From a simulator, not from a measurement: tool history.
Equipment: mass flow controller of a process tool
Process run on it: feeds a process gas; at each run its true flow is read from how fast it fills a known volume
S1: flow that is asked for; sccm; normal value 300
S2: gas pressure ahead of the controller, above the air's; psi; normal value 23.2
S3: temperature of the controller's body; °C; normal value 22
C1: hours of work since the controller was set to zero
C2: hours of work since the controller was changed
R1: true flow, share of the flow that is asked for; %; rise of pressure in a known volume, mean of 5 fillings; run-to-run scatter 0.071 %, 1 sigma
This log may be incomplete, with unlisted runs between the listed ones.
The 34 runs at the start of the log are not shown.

run 35 day=194.817 | S1=300 S2=33.5 S3=28 | C1=2212 C2=2212 | R1=99.01
run 36 day=201.542 | S1=97 S2=25.8 S3=28 | C1=2278 C2=2278 | R1=98.51
run 37 day=206.567 | S1=66 S2=25.8 S3=25 | C1=2327 C2=2327 | R1=98.74
run 38 day=212.738 | S1=94 S2=24.5 S3=21 | C1=2388 C2=2388 | R1=99.39
run 39 day=216.992 | S1=60 S2=26.3 S3=21 | C1=2429 C2=2429 | R1=99.19
run 40 day=220.567 | S1=60 S2=26.3 S3=21 | C1=2464 C2=2464 | R1=99.23
run 41 day=227.125 | S1=62 S2=26.3 S3=21 | C1=2529 C2=2529 | R1=99.43
run 42 day=230.646 | S1=483 S2=28.0 S3=25 | C1=2563 C2=2563 | R1=100.81
run 43 day=237.975 | S1=483 S2=28.0 S3=25 | C1=2635 C2=2635 | R1=100.72
run 44 day=242.492 | S1=63 S2=28.3 S3=22 | C1=2679 C2=2679 | R1=99.45
run 45 day=249.792 | S1=165 S2=27.4 S3=22 | C1=2751 C2=2751 | R1=99.94
run 46 day=253.308 | S1=300 S2=22.3 S3=24 | C1=2786 C2=2786 | R1=100.76
run 47 day=260.325 | S1=70 S2=26.0 S3=39 | C1=2854 C2=2854 | R1=98.60
run 48 day=263.488 | S1=300 S2=33.4 S3=22 | C1=2885 C2=2885 | R1=100.51

Below are 3 alternative next runs, each starting from the tool's condition after run 48. Predict each:
run A day=269.392 | S1=72 S2=33.4 S3=22 | C1=2943 C2=2943 | R1=?
run B day=269.392 | S1=62 S2=36.4 S3=26 | C1=2943 C2=2943 | R1=?
run C day=269.392 | S1=300 S2=33.4 S3=30 | C1=2943 C2=2943 | R1=?

run=A R1=99.70
run=B R1=99.21
run=C R1=99.94
Without the tool's hidden state the same runs would have given:
run=A R1=98.30
run=B R1=97.81
run=C R1=98.54
